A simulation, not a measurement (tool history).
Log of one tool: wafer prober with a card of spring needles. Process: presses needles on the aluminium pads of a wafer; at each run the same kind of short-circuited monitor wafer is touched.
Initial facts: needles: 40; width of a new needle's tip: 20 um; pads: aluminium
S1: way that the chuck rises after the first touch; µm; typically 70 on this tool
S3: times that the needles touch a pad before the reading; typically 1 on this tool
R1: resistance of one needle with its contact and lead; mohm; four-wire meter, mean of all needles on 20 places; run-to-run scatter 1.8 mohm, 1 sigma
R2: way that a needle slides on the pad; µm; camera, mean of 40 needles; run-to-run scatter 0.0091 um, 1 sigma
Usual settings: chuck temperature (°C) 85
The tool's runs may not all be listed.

Run 1, hour 0: usual settings. Result: R1 356 mohm, R2 9.978 µm.
At hour 7.3: tips cleaned on abrasive film.
At hour 20: tips cleaned on abrasive film.
Run 2, hour 21.4: usual settings. Result: R1 275 mohm, R2 9.962 µm.
At hour 24.2: height of the first contact set anew.
At hour 32.4: tips cleaned on abrasive film.
At hour 44.7: tips cleaned on abrasive film.
Run 3, hour 51.7: usual settings. Result: R1 390 mohm, R2 9.858 µm.
At hour 57.2: tips cleaned on abrasive film.
Run 4, hour 67.7: usual settings. Result: R1 402 mohm, R2 9.849 µm.
At hour 70.4: tips cleaned on abrasive film.
At hour 83: tips cleaned on abrasive film.
At hour 95.7: tips cleaned on abrasive film.
Run 5, hour 99.3: usual settings but chuck temperature (°C) 29. Result: R1 337 mohm, R2 9.852 µm.
At hour 108.3: tips cleaned on abrasive film.
At hour 120.7: tips cleaned on abrasive film.
Run 6, hour 123.2: usual settings but chuck temperature (°C) 29. Result: R1 299 mohm, R2 9.842 µm.
At hour 133.2: tips cleaned on abrasive film.
Run 7, hour 136.5: usual settings but chuck temperature (°C) 29. Result: R1 309 mohm, R2 9.831 µm.
At hour 141.5: height of the first contact set anew, once more.
At hour 145.9: tips cleaned on abrasive film.
At hour 157.2: tips cleaned on abrasive film.
Run 8, hour 159: usual settings but chuck temperature (°C) 29. Result: R1 272 mohm, R2 10.157 µm.
At hour 170.2: tips cleaned on abrasive film.
At hour 181.4: tips cleaned on abrasive film.
Run 9, hour 181.4: usual settings. Result: R1 199 mohm, R2 10.109 µm.
At hour 193.7: tips cleaned on abrasive film.
Run 10, hour 197.8: usual settings. Result: R1 341 mohm, R2 10.11 µm.
At hour 207.5: tips cleaned on abrasive film.
At hour 220: tips cleaned on abrasive film.
Run 11, hour 222.9: usual settings. Result: R1 307 mohm, R2 10.107 µm.
At hour 231.9: tips cleaned on abrasive film.
Run 12, hour 240.9: usual settings but S1 57 µm. Result: R1 511 mohm, R2 8.22 µm.
At hour 244.9: tips cleaned on abrasive film.
At hour 258: tips cleaned on abrasive film.
At hour 271.2: tips cleaned on abrasive film.
Run 13, hour 272.8: usual settings but S1 57 µm. Result: R1 320 mohm, R2 8.197 µm.
At hour 284: tips cleaned on abrasive film.
Run 14, hour 287.8: usual settings but S3 3. Result: R1 236 mohm, R2 10.067 µm.
At hour 297.3: tips cleaned on abrasive film.
At hour 309.1: tips cleaned on abrasive film.
Run 15, hour 312.4: usual settings but S3 3. Result: R1 243 mohm, R2 10.069 µm.
At hour 321.1: tips cleaned on abrasive film.
Run 16, hour 331.6: usual settings but S1 81 µm, chuck temperature (°C) 32, S3 3. Result: R1 238 mohm, R2 11.652 µm.
At hour 333: tips cleaned on abrasive film.
At hour 346.5: tips cleaned on abrasive film.
Run 17, hour 357: usual settings but chuck temperature (°C) 26. Result: R1 414 mohm, R2 10.039 µm.
At hour 359.3: tips cleaned on abrasive film.
At hour 371.5: tips cleaned on abrasive film.
At hour 383.6: tips cleaned on abrasive film.
Run 18, hour 388.7: usual settings but S1 67 µm, chuck temperature (°C) 74, S3 3. Result: R1 258 mohm, R2 9.59 µm.
At hour 395.4: tips cleaned on abrasive film.
At hour 406.7: tips cleaned on abrasive film.
Run 19, hour 407.4: usual settings but S1 71 µm, chuck temperature (°C) 74, S3 3. Result: R1 206 mohm, R2 10.148 µm.
At hour 419.2: tips cleaned on abrasive film.
At hour 431.8: tips cleaned on abrasive film.
Run 20, hour 432.7: usual settings but S1 73 µm, chuck temperature (°C) 80. Result: R1 236 mohm, R2 10.435 µm.
At hour 445: tips cleaned on abrasive film.
Run 21, hour 453.2: usual settings but S1 73 µm, chuck temperature (°C) 80. Result: R1 372 mohm, R2 10.431 µm.
At hour 457.7: tips cleaned on abrasive film.
Run 22, hour 468.1: usual settings but S1 73 µm, chuck temperature (°C) 80. Result: R1 390 mohm, R2 10.419 µm.
At hour 470.2: tips cleaned on abrasive film.
At hour 482.6: tips cleaned on abrasive film.
Run 23, hour 482.6: usual settings but S1 73 µm, chuck temperature (°C) 80. Result: R1 211 mohm, R2 10.39 µm.
At hour 496: tips cleaned on abrasive film.
At hour 505.5: height of the first contact set anew.
Run 24, hour 506.6: usual settings but S1 73 µm, chuck temperature (°C) 58, S3 2. Result: R1 305 mohm, R2 10.607 µm.
At hour 508.4: tips cleaned on abrasive film.
At hour 519.7: tips cleaned on abrasive film.
Run 25, hour 530.1: usual settings but S1 73 µm, chuck temperature (°C) 58, S3 2. Result: R1 300 mohm, R2 10.58 µm.
At hour 532: tips cleaned on abrasive film.
At hour 543.7: tips cleaned on abrasive film.
Run 26, hour 546.1: usual settings but S1 73 µm, chuck temperature (°C) 58, S3 2. Result: R1 251 mohm, R2 10.549 µm.
At hour 555.4: tips cleaned on abrasive film.
At hour 567.1: tips cleaned on abrasive film.
Run 27, hour 577.8: usual settings but S1 73 µm, chuck temperature (°C) 58, S3 2. Result: R1 313 mohm, R2 10.541 µm.
At hour 580.3: tips cleaned on abrasive film.
At hour 592.1: tips cleaned on abrasive film.
At hour 603.5: tips cleaned on abrasive film.
Run 28, hour 603.7: usual settings but S1 73 µm, chuck temperature (°C) 58, S3 2. Result: R1 199 mohm, R2 10.557 µm.
At hour 615.1: tips cleaned on abrasive film.
At hour 626.8: tips cleaned on abrasive film.
Run 29, hour 634.4: usual settings but S1 73 µm, chuck temperature (°C) 108, S3 3. Result: R1 256 mohm, R2 10.533 µm.

5 ways to go on from here, each from the tool as it stands after run 29. What would each give?
At hour 638.8: tips cleaned on abrasive film.
At hour 650.6: tips cleaned on abrasive film.
At hour 662.9: tips cleaned on abrasive film.
Run A, hour 662.9: usual settings but S1 51 µm, chuck temperature (°C) 75. Result: R1 ?, R2 ?.
At hour 638.8: tips cleaned on abrasive film.
At hour 650.6: tips cleaned on abrasive film.
At hour 662.9: tips cleaned on abrasive film.
Run B, hour 662.9: usual settings but S1 51 µm, chuck temperature (°C) 108, S3 2. Result: R1 ?, R2 ?.
At hour 638.8: tips cleaned on abrasive film.
At hour 650.6: tips cleaned on abrasive film.
At hour 662.9: tips cleaned on abrasive film.
Run C, hour 662.9: usual settings but S1 75 µm, chuck temperature (°C) 62, S3 2. Result: R1 ?, R2 ?.
At hour 638.8: tips cleaned on abrasive film.
At hour 650.6: tips cleaned on abrasive film.
At hour 662.9: tips cleaned on abrasive film.
Run D, hour 662.9: usual settings but S1 73 µm, chuck temperature (°C) 112, S3 3. Result: R1 ?, R2 ?.
At hour 638.8: tips cleaned on abrasive film.
At hour 650.6: tips cleaned on abrasive film.
At hour 662.9: tips cleaned on abrasive film.
Run E, hour 662.9: usual settings but chuck temperature (°C) 55. Result: R1 ?, R2 ?.

run   R1      R2
  A  229   7.317
  B  228   7.324
  C  192  10.787
  D  204  10.487
  E  200  10.055
Take away the tool's hidden state, keep each run's random variation, and the runs would have read:
run   R1      R2
  A  196   7.408
  B  206   7.414
  C  181  10.877
  D  195  10.577
  E  180  10.145
